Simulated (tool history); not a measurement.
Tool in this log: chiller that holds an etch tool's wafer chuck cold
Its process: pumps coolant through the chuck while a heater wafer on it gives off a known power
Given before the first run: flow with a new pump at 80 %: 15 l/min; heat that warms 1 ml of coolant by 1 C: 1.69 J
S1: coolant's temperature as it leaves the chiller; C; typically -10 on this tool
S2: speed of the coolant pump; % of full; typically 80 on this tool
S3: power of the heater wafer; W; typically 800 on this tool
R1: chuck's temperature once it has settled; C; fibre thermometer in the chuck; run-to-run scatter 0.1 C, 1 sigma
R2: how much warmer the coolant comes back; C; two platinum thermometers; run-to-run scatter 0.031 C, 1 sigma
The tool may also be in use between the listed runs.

| run | hour | S1 | S2 | S3 | R1 | R2 |
|---|---|---|---|---|---|---|
| 1 | 0 | -10 | 80 | 800 | -4.9 | 1.91 |
| 2 | 123 | -10 | 80 | 800 | -4.5 | 1.95 |
| 3 | 178.5 | -10 | 76 | 800 | -4.4 | 2.06 |
| 4 | 249.5 | -10 | 76 | 800 | -4.4 | 1.99 |
| 5 | 326.1 | -10 | 65 | 800 | -3.4 | 2.41 |
| 6 | 396.9 | -10 | 65 | 1059 | -1.5 | 3.14 |
| 7 | 459.2 | -10 | 68 | 1059 | -1.5 | 2.99 |
| 8 | 548.8 | -10 | 68 | 1059 | -1.7 | 3.05 |
| 9 | 606.4 | -10 | 68 | 1059 | -1.8 | 3.03 |
| 10 | 701.3 | -10 | 68 | 1059 | -1.8 | 3.01 |
| 11 | 828.3 | 0 | 80 | 800 | 5.3 | 1.93 |
| 12 | 947 | 0 | 80 | 800 | 5.2 | 1.96 |
| 13 | 1028.6 | 0 | 80 | 800 | 5.4 | 2.01 |
| 14 | 1115.5 | -14 | 80 | 882 | -8.1 | 2.17 |
| 15 | 1177.7 | -14 | 74 | 1039 | -6.7 | 2.75 |

Run 16, settings as shown, results not yet in. Your forecast:
| 16 | 1279 | -10 | 80 | 585 | ? | ? |

R1: -6 C
R2: 1.47 C
Were there no unlogged condition in the tool, this run, its random variation unchanged, would have produced R1 -6 C, R2 1.37 C.
